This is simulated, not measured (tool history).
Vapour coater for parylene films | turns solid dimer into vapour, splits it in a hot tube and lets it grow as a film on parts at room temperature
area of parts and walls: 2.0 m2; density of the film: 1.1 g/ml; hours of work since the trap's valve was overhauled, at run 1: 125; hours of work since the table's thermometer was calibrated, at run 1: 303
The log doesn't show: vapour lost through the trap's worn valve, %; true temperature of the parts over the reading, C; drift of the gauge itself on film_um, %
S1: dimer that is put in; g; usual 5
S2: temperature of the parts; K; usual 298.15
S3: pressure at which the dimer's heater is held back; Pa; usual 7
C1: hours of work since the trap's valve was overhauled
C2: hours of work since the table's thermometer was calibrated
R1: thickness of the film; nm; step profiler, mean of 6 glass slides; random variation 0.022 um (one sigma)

| run | hour | S1 | S2 | S3 | C1 | C2 | R1 |
|---|---|---|---|---|---|---|---|
| 1 | 0 | 5 | 298.15 | 7 | 125 | 303 | 1160 |
| 2 | 21 | 5 | 298.15 | 7 | 135 | 313 | 1130 |
| 3 | 37.8 | 5 | 298.15 | 7 | 143 | 322 | 1150 |
| 4 | 48.2 | 5 | 298.15 | 7 | 148 | 327 | 1130 |
| 5 | 61.4 | 5 | 298.15 | 7 | 155 | 334 | 1120 |
| 6 | 78.3 | 5 | 298.15 | 7 | 163 | 342 | 1160 |
| 7 | 94.8 | 5 | 298.15 | 2.9 | 172 | 350 | 1240 |
| 8 | 110.6 | 5 | 298.15 | 2.9 | 179 | 358 | 1250 |
| 9 | 130.3 | 5 | 298.15 | 2.9 | 189 | 368 | 1240 |
| 10 | 153.8 | 5 | 298.15 | 2.9 | 201 | 379 | 1230 |
| 11 | 165.5 | 5 | 298.15 | 2.9 | 207 | 385 | 1220 |
| 12 | 175.7 | 9 | 298.15 | 2.9 | 212 | 390 | 2250 |
| 13 | 186.3 | 9 | 298.15 | 2.9 | 217 | 396 | 2240 |

Forecast run 14:
|  | 189.6 | table's thermometer calibrated |
| 14 | 200.8 | 9 | 298.15 | 2.9 | 224 | 6 | ? |

R1: 2180 nm
Without the tool's hidden state the same run would have given R1 2360 nm.
